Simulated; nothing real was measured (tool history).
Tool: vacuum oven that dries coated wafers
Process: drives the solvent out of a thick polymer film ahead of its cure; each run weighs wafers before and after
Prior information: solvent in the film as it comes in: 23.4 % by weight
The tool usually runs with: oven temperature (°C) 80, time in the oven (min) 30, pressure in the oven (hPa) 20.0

| run | day | oven temperature (°C) | time in the oven (min) | pressure in the oven (hPa) | solvent left in the film (%) |
|---|---|---|---|---|---|
| 1 | 0.000 | 80 | 30 | 20.0 | 3.38 |
| 2 | 1.112 | 80 | 30 | 20.0 | 3.27 |
| 3 | 2.538 | 80 | 30 | 20.0 | 3.27 |
| 4 | 3.658 | 80 | 28 | 20.0 | 3.52 |
| 5 | 4.938 | 80 | 28 | 27.0 | 4.11 |
| 6 | 5.708 | 80 | 28 | 27.0 | 4.11 |
| 7 | 7.146 | 80 | 28 | 27.0 | 4.19 |
| 8 | 8.425 | 80 | 28 | 26.9 | 4.00 |
| 9 | 9.025 | 80 | 28 | 26.9 | 4.13 |
| 10 | 10.304 | 80 | 28 | 26.9 | 4.03 |
| 11 | 11.312 | 80 | 28 | 26.9 | 4.15 |
| 12 | 12.279 | 80 | 30 | 23.3 | 3.67 |
| 13 | 13.421 | 80 | 30 | 23.3 | 3.58 |
| 14 | 14.379 | 80 | 30 | 20.0 | 3.18 |
| 15 | 15.183 | 80 | 30 | 20.0 | 3.26 |
| 16 | 16.308 | 80 | 30 | 20.0 | 3.26 |
| 17 | 17.471 | 80 | 30 | 20.0 | 3.20 |
| 18 | 18.704 | 80 | 30 | 20.0 | 3.16 |
| 19 | 19.629 | 80 | 23 | 20.0 | 4.20 |
| 20 | 21.079 | 80 | 23 | 20.0 | 4.18 |
| 21 | 22.071 | 80 | 23 | 20.0 | 4.08 |
| 22 | 22.808 | 80 | 26 | 20.0 | 3.56 |
| 23 | 24.200 | 80 | 26 | 20.0 | 3.66 |
| 24 | 25.358 | 80 | 26 | 20.0 | 3.67 |
| 25 | 26.817 | 80 | 52 | 10.4 | 1.34 |
| 26 | 27.438 | 80 | 30 | 31.6 | 4.10 |
| 27 | 28.238 | 80 | 30 | 31.6 | 4.15 |
| 28 | 29.525 | 80 | 31 | 20.0 | 3.07 |
| 29 | 30.462 | 92 | 32 | 20.0 | 1.29 |
| 30 | 31.900 | 81 | 30 | 10.8 | 2.13 |
|  | 32.112 | oven's thermocouples calibrated |
| 31 | 32.742 | 79 | 17 | 15.7 | 5.57 |
| 32 | 34.154 | 79 | 17 | 15.7 | 5.54 |
| 33 | 35.096 | 86 | 30 | 42.7 | 3.33 |
| 34 | 36.379 | 86 | 30 | 42.7 | 3.47 |
| 35 | 37.767 | 86 | 30 | 42.7 | 3.36 |
|  | 38.567 | oven's thermocouples calibrated, once more |
| 36 | 38.850 | 80 | 44 | 22.4 | 2.72 |
| 37 | 40.162 | 80 | 30 | 18.2 | 3.42 |
| 38 | 41.250 | 86 | 30 | 11.8 | 1.44 |
| 39 | 42.600 | 91 | 19 | 48.7 | 3.60 |
| 40 | 44.004 | 91 | 19 | 48.7 | 3.67 |
| 41 | 45.433 | 91 | 20 | 32.3 | 2.48 |
| 42 | 46.762 | 84 | 30 | 20.0 | 2.37 |
| 43 | 47.858 | 70 | 30 | 25.2 | 8.74 |
| 44 | 48.854 | 88 | 32 | 25.2 | 2.06 |
| 45 | 49.704 | 88 | 32 | 25.2 | 2.22 |
| 46 | 50.675 | 88 | 32 | 25.2 | 2.03 |

Each row is a separate what-if for the run after 46, all from the same tool condition, not one after another. Results?
| A | 51.508 | 69 | 24 | 15.9 | ? |
| B | 51.508 | 66 | 51 | 20.8 | ? |
| C | 51.508 | 88 | 17 | 25.2 | ? |
| D | 51.508 | 80 | 35 | 63.9 | ? |
| E | 51.508 | 80 | 30 | 38.2 | ? |

| run | solvent left in the film (%) |
|---|---|
| A | 9.68 |
| B | 7.71 |
| C | 3.19 |
| D | 7.16 |
| E | 5.10 |
Stripped of hidden state, with their random variation kept, the same runs would have yielded:
| run | solvent left in the film (%) |
|---|---|
| A | 9.63 |
| B | 7.55 |
| C | 3.13 |
| D | 7.07 |
| E | 5.01 |
